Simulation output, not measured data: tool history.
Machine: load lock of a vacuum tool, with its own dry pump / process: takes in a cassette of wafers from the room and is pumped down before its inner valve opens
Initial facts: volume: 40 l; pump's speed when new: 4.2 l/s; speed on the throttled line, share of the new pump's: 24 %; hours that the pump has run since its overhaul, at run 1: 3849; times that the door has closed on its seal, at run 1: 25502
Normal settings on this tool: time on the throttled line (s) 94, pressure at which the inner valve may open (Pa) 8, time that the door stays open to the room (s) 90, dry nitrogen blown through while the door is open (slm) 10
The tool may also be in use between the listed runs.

run	hour	time on the throttled line (s)	pressure at which the inner valve may open (Pa)	time that the door stays open to the room (s)	dry nitrogen blown through while the door is open (slm)	hours that the pump has run since its overhaul	times that the door has closed on its seal	incoming humidity of the room's air, %	time from the closed door until the inner valve may open (s)	rise of the pressure with all valves shut (Pa/min)
1	0	94	8	90	10	3849	25502	47	162.8	0.132
2	233.6	94	8	90	10	4083	26292	45.5	164.1	0.14
3	412.1	94	8	90	10	4261	26896	46	164.4	0.138
4	724.5	94	8	90	10	4574	27953	42.5	166.2	0.135
5	871.1	94	8	90	10	4720	28449	44.4	166.1	0.144
6	1081.1	94	8	90	10	4930	29159	43.4	165.7	0.154
7	1391.6	94	13	90	10	5241	30209	41.6	160.4	0.155
8	1666.5	94	15	90	10	5516	31139	44.1	159.8	0.157
9	1831.1	94	8	90	10	5680	31696	40.5	164.3	0.154
10	2142	94	8	90	10	5991	32748	45.6	166	0.166
11	2297.9	153	10	207	8	6147	33275	47.5	205.3	0.201
12	2454.7	153	10	207	8	6304	33805	43.9	209.6	0.187
13	2630.4	94	7	212	10	6479	34400	47.5	168.4	0.194
14	2761.2	150	7	161	10	6610	34842	42.4	210.4	0.18
15	2942.6	56	8	67	6	6792	35456	43.9	137.6	0.181
16	3211.2	103	12	219	8	7060	36364	44.6	169.4	0.206
17	3391.1	103	12	219	8	7240	36973	45	171	0.214
18	3602.5	103	12	219	8	7452	37688	44.4	171.2	0.216

Each row is a separate what-if for the run after 18, all from the same tool condition, not one after another. Results?
A	3848.3	94	8	90	14	7697	38519	43.8	?	?
B	3848.3	51	12	90	28	7697	38519	44.5	?	?
C	3848.3	103	6	219	5	7697	38519	43.6	?	?

run	time from the closed door until the inner valve may open (s)	rise of the pressure with all valves shut (Pa/min)
A	166.6	0.194
B	131.1	0.173
C	176.2	0.232
Stripped of hidden state, with their random variation kept, the same runs would have yielded:
run	time from the closed door until the inner valve may open (s)	rise of the pressure with all valves shut (Pa/min)
A	161.8	0.055
B	126	0.035
C	171.3	0.091
